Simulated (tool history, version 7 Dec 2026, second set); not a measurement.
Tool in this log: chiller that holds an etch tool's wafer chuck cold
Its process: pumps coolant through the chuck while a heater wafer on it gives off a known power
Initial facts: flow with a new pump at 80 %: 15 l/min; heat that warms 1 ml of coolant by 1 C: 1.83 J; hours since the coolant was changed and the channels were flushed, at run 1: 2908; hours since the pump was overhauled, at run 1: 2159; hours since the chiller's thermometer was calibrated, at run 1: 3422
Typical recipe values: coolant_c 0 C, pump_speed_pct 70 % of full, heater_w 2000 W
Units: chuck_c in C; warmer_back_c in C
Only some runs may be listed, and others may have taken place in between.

| run | hour | coolant_c | pump_speed_pct | heater_w | hours since the coolant was changed and the channels were flushed | hours since the pump was overhauled | hours since the chiller's thermometer was calibrated | chuck_c | warmer_back_c |
|---|---|---|---|---|---|---|---|---|---|
| 1 | 0.0 | 0 | 70 | 2000 | 2908 | 2159 | 3422 | 14.9 | 5.37 |
| 2 | 43.6 | 0 | 70 | 2000 | 2952 | 2202 | 3465 | 15.1 | 5.37 |
| 3 | 76.0 | 0 | 63 | 2000 | 2984 | 2235 | 3498 | 16.4 | 6.11 |
| 4 | 121.3 | 0 | 70 | 2000 | 3029 | 2280 | 3543 | 15.0 | 5.39 |
| 5 | 196.6 | 0 | 70 | 2000 | 3105 | 2355 | 3618 | 15.0 | 5.45 |
| 6 | 236.6 | 0 | 79 | 2000 | 3145 | 2395 | 3658 | 13.4 | 4.72 |
|  | 244.2 | chiller's thermometer calibrated |
| 7 | 299.5 | -1 | 87 | 2000 | 3206 | 2457 | 55 | 11.2 | 4.29 |
| 8 | 352.7 | -1 | 87 | 2000 | 3260 | 2510 | 108 | 11.0 | 4.25 |
| 9 | 413.5 | 4 | 70 | 2000 | 3320 | 2571 | 169 | 18.8 | 5.51 |
| 10 | 476.5 | 0 | 85 | 1579 | 3383 | 2634 | 232 | 9.5 | 3.44 |
| 11 | 515.2 | 0 | 85 | 1579 | 3422 | 2673 | 271 | 9.6 | 3.50 |
| 12 | 564.0 | 0 | 85 | 1579 | 3471 | 2722 | 320 | 9.4 | 3.48 |

Alternative continuations, all from the tool just after run 12; predict every row:
| A | 633.1 | -7 | 77 | 1223 | 3540 | 2791 | 389 | ? | ? |
| B | 633.1 | 0 | 62 | 2019 | 3540 | 2791 | 389 | ? | ? |
| C | 633.1 | -5 | 70 | 2351 | 3540 | 2791 | 389 | ? | ? |
| D | 633.1 | 4 | 95 | 1513 | 3540 | 2791 | 389 | ? | ? |
| E | 633.1 | 0 | 61 | 1992 | 3540 | 2791 | 389 | ? | ? |

| run | chuck_c | warmer_back_c |
|---|---|---|
| A | 0.9 | 3.03 |
| B | 17.0 | 6.37 |
| C | 12.6 | 6.48 |
| D | 12.2 | 2.96 |
| E | 16.8 | 6.34 |
With no hidden state in the tool, these same runs would have given:
| run | chuck_c | warmer_back_c |
|---|---|---|
| A | 0.8 | 2.80 |
| B | 15.7 | 5.88 |
| C | 11.2 | 5.98 |
| D | 12.1 | 2.73 |
| E | 15.4 | 5.85 |
